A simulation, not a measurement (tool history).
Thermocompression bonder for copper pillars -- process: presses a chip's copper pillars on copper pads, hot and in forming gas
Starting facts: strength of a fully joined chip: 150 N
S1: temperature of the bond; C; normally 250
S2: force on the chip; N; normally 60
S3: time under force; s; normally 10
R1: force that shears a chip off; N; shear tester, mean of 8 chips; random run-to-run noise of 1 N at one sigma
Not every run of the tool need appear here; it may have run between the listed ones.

run,day,S1,S2,S3,R1
1,0.000,250,60,10,79.9
2,1.675,250,60,10,80.5
3,2.408,250,60,10,79.0
4,4.092,250,82,10,98.1
5,5.067,227,82,10,77.8
6,6.304,227,50,10,53.8
7,7.658,227,50,10,54.6
# day 8.275: forming gas filter changed
8,8.579,227,50,10,56.8
9,10.312,227,50,10,56.3
10,11.579,227,50,10,56.5
# day 11.746: force cell calibrated
# day 12.442: heater calibrated with a thermocouple chip
11,13.100,250,60,10,88.5
12,14.271,250,60,14,95.4
13,15.008,250,60,14,95.4
# day 15.208: force cell calibrated, once more
14,16.450,250,60,10,89.8
15,17.229,248,60,10,87.8
16,18.050,276,46,20,110.3
17,19.417,250,81,26,129.7
18,20.646,259,81,8,104.5
19,21.850,261,41,8,69.0
20,23.192,261,41,8,68.9
21,24.658,255,41,8,66.1
22,26.167,250,87,9,106.0
23,27.650,250,87,9,104.3
# day 28.783: forming gas filter changed
24,28.938,247,43,8,63.0
25,29.742,247,43,8,61.5
26,31.508,247,90,5,91.5
27,33.138,247,90,5,89.5

For some of the steps in R1 from one run to the next: how much would appear even if the tool had no hidden state, given the settings, what came in and random variation, and how much remains for the hidden state plus any gauge scatter that the measured result and the result without hidden state don't share?
The tool's hidden condition here consists of: true temperature of the bond over the reading, C; force that reaches the chip, % of what is set; oxide that the forming gas leaves, % of the face; drift of the gauge itself on shear_n, %.
Run 10 -> 11: S1 227 -> 250, S2 50 -> 60, force cell calibrated, heater calibrated with a thermocouple chip. R1 +32.0 N: hidden state +5.1, all else +26.9.
Run 13 -> 14: S3 14 -> 10, force cell calibrated, once more. R1 -5.6 N: hidden state +3.8, all else -9.4.
Run 21 -> 22: S1 255 -> 250, S2 41 -> 87, S3 8 -> 9. R1 +39.9 N: hidden state -1.6, all else +41.5.
Run 23 -> 24: S1 250 -> 247, S2 87 -> 43, S3 9 -> 8, forming gas filter changed. R1 -41.3 N: hidden state +3.3, all else -44.6.

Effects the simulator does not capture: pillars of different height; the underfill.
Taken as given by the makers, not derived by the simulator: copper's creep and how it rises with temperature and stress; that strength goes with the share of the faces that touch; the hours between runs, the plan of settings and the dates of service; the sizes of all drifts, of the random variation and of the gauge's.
